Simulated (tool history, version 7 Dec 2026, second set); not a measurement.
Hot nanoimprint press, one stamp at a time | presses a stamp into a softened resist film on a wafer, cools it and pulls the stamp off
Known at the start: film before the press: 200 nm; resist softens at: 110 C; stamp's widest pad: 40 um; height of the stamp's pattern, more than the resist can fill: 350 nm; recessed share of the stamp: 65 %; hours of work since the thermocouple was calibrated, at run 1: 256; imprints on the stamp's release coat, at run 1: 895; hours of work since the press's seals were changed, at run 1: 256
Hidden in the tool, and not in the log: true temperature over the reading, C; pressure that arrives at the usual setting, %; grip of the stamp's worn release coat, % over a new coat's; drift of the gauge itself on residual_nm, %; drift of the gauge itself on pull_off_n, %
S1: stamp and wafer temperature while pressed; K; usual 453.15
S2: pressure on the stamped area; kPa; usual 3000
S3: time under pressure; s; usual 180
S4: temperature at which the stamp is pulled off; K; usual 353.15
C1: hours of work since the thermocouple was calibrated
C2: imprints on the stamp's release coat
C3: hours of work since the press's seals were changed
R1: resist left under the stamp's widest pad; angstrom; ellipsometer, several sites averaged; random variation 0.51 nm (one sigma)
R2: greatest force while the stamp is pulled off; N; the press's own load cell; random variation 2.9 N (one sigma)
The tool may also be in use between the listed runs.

run	hour	S1	S2	S3	S4	C1	C2	C3	R1	R2
1	0.0	453.15	3000	180	353.15	256	895	256	767	229
# hour 47.4: stamp cleaned and given a new release coat
2	48.5	453.15	3000	180	353.15	282	3	282	783	194
3	84.8	453.15	3000	180	353.15	304	125	304	785	206
4	124.4	453.15	3000	158	353.15	328	258	328	832	207
5	151.8	453.15	3000	180	340.15	344	349	344	785	247
6	202.3	453.15	3000	180	340.15	375	518	375	798	260
# hour 237.3: plate thermocouple calibrated
7	239.3	453.15	3000	180	340.15	1	632	396	743	252
8	268.2	453.15	3000	180	340.15	19	729	413	746	261
9	310.5	453.15	3000	180	340.15	44	870	439	746	266
10	349.3	453.15	3000	180	340.15	68	1000	463	753	272
# hour 367.3: stamp cleaned and given a new release coat
11	403.0	453.15	3000	180	353.15	97	119	492	755	198
12	442.0	453.15	3000	180	353.15	121	250	515	765	201
13	471.2	453.15	3000	180	353.15	138	347	533	768	208
14	527.7	453.15	3000	180	353.15	173	537	567	766	210
15	554.3	453.15	3000	180	353.15	189	625	583	771	215
16	609.0	453.15	3000	221	353.15	222	809	617	710	219
17	644.3	453.15	3000	221	353.15	244	927	638	718	229
18	675.4	453.15	3000	221	353.15	262	1031	657	734	233
# hour 686.0: stamp cleaned and given a new release coat
19	740.9	453.15	3000	221	353.15	299	184	693	729	207
20	778.6	453.15	3920	235	343.15	322	310	716	629	238
21	808.7	456.15	3000	180	356.15	340	411	734	697	207
22	836.8	464.15	3000	180	359.15	357	505	751	490	197
23	894.5	451.15	4630	180	353.15	392	698	786	709	217
# hour 902.8: plate thermocouple calibrated
24	924.1	454.15	4470	123	359.15	13	787	803	673	200
25	971.2	459.15	4470	123	359.15	42	945	831	550	204
# hour 1005.8: stamp cleaned and given a new release coat
26	1014.5	461.15	2040	241	343.15	64	29	854	582	224
27	1041.9	459.15	3250	180	339.15	81	121	871	557	234
28	1077.4	459.15	3100	180	339.15	102	239	892	576	237
29	1120.5	459.15	3100	180	339.15	129	384	918	579	247
30	1153.9	462.15	4510	155	360.15	149	496	939	449	183

Forecast each of these 3 alternatives for the next run:
A	1180.4	462.15	4510	322	351.15	165	584	955	?	?
B	1180.4	453.15	4480	180	345.15	165	584	955	?	?
C	1180.4	449.15	3000	180	345.15	165	584	955	?	?

run	R1	R2
A	334	221
B	627	241
C	920	238
Without the tool's hidden state the same runs would have given:
run	R1	R2
A	316	199
B	592	217
C	880	214
